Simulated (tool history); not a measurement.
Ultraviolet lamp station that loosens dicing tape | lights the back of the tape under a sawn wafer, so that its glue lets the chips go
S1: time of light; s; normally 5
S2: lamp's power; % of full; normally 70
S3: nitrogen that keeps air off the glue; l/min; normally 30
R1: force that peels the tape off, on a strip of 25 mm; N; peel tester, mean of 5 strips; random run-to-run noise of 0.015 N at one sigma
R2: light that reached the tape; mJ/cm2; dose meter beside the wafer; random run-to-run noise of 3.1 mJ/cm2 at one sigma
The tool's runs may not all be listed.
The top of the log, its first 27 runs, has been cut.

run,hour,S1,S2,S3,R1,R2
28,1535.1,10,61,13,1.572,425
29,1575.0,10,61,13,1.663,416
# hour 1616.5: window cleaned of glue's vapour
30,1643.4,3,70,25,3.890,169
31,1675.1,2,70,11,5.966,105
32,1718.1,2,70,11,6.147,108
33,1751.4,2,70,11,5.939,107
34,1795.9,2,75,13,5.821,113
# hour 1823.4: lamp changed
35,1858.9,3,70,45,1.714,267
36,1895.5,8,80,45,0.131,808
37,1944.0,8,80,45,0.134,795
38,1986.9,8,80,45,0.133,785
39,2020.7,8,80,45,0.129,780
40,2067.2,8,80,45,0.150,763
41,2121.4,8,80,45,0.148,753
42,2155.5,8,80,45,0.147,750
43,2195.9,7,72,18,0.647,574
44,2227.8,2,82,24,3.745,187

Consider 3 possible next runs. They are alternatives, not a sequence: every one starts from the tool as it was left by run 44. What does each give?
A,2305.7,3,68,23,?,?
B,2305.7,10,82,34,?,?
C,2305.7,6,77,34,?,?

run,R1,R2
A,2.975,220
B,0.114,905
C,0.554,512
Without the tool's unlogged condition, the same runs would have read:
run,R1,R2
A,2.288,272
B,0.079,1116
C,0.310,632
